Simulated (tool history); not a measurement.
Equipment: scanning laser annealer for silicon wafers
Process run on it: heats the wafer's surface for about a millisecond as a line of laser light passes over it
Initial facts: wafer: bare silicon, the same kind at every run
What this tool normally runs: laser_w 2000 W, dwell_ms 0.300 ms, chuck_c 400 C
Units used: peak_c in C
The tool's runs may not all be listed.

run,hour,laser_w,dwell_ms,chuck_c,peak_c
1,0.0,2000,0.300,400,1173
2,33.7,2000,0.300,401,1173
3,64.8,2000,0.300,400,1172
4,108.8,2000,0.300,400,1166
5,144.8,2000,0.300,400,1168
6,187.6,2000,0.300,393,1157
7,252.3,2000,0.300,393,1156
8,288.3,2000,0.300,393,1150
9,317.8,1764,0.278,383,1005
10,356.4,1764,0.278,383,1007
11,402.8,2000,0.212,407,1022
12,453.0,2000,0.212,407,1018

Alternative continuations, all from the tool just after run 12; predict every row:
A,499.1,2000,0.212,379,?
B,499.1,1828,0.333,426,?
C,499.1,2189,0.218,399,?

run,peak_c
A,987
B,1139
C,1086
With the hidden condition removed and each run's random variation left untouched, the same runs would have given:
run,peak_c
A,1014
B,1171
C,1117

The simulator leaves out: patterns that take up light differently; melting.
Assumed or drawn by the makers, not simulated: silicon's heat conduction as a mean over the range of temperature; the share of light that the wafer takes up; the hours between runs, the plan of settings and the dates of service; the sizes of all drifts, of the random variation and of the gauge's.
